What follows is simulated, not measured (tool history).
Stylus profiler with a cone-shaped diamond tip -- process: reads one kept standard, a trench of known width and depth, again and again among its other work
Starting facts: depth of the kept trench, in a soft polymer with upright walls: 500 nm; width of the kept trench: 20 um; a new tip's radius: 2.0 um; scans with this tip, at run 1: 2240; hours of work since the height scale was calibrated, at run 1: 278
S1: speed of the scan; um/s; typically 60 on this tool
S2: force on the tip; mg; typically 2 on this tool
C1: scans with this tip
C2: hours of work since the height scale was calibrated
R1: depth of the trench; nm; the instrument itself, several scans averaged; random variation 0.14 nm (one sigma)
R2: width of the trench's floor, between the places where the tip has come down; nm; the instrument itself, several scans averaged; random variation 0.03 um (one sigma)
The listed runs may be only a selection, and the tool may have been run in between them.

{"run": 1, "hour": 0.0, "S1": 60, "S2": 2, "C1": 2240, "C2": 278, "R1": 508.09, "R2": 16160}
{"run": 2, "hour": 101.6, "S1": 60, "S2": 2, "C1": 2749, "C2": 341, "R1": 508.25, "R2": 16100}
{"run": 3, "hour": 213.1, "S1": 60, "S2": 2, "C1": 3308, "C2": 411, "R1": 508.6, "R2": 15860}
{"run": 4, "hour": 310.8, "S1": 60, "S2": 2, "C1": 3798, "C2": 472, "R1": 508.28, "R2": 15770}
{"run": 5, "hour": 418.0, "S1": 57, "S2": 2, "C1": 4335, "C2": 538, "R1": 508.68, "R2": 15680}
{"run": 6, "hour": 505.0, "S1": 57, "S2": 2, "C1": 4772, "C2": 593, "R1": 508.44, "R2": 15550}
{"run": 7, "hour": 566.9, "S1": 60, "S2": 2, "C1": 5082, "C2": 631, "R1": 508.61, "R2": 15480}
{"run": 8, "hour": 632.2, "S1": 60, "S2": 3.84, "C1": 5410, "C2": 672, "R1": 513.35, "R2": 15480}
{"run": 9, "hour": 686.8, "S1": 60, "S2": 3.84, "C1": 5683, "C2": 706, "R1": 513.16, "R2": 15370}
{"run": 10, "hour": 782.8, "S1": 81, "S2": 2.07, "C1": 6164, "C2": 766, "R1": 509.22, "R2": 15080}
{"run": 11, "hour": 837.7, "S1": 31, "S2": 1.46, "C1": 6440, "C2": 800, "R1": 507.75, "R2": 15330}
{"run": 12, "hour": 925.8, "S1": 31, "S2": 1.46, "C1": 6882, "C2": 855, "R1": 507.65, "R2": 15160}
{"run": 13, "hour": 990.9, "S1": 155, "S2": 1.17, "C1": 7208, "C2": 895, "R1": 507.03, "R2": 14020}

Branching from run 13: 4 alternative next runs. What would each branch give?
{"run": "A", "hour": 1084.0, "S1": 51, "S2": 3.2, "C1": 7675, "C2": 953, "R1": "?", "R2": "?"}
{"run": "B", "hour": 1084.0, "S1": 57, "S2": 0.85, "C1": 7675, "C2": 953, "R1": "?", "R2": "?"}
{"run": "C", "hour": 1084.0, "S1": 155, "S2": 1.86, "C1": 7675, "C2": 953, "R1": "?", "R2": "?"}
{"run": "D", "hour": 1084.0, "S1": 16, "S2": 4.36, "C1": 7675, "C2": 953, "R1": "?", "R2": "?"}

run=A R1=512.42 R2=14960
run=B R1=506.15 R2=14650
run=C R1=508.8 R2=14210
run=D R1=514.51 R2=15150
With no hidden state in the tool, these same runs would have given:
run=A R1=510.66 R2=17060
run=B R1=504.41 R2=16750
run=C R1=507.06 R2=16310
run=D R1=512.74 R2=17250
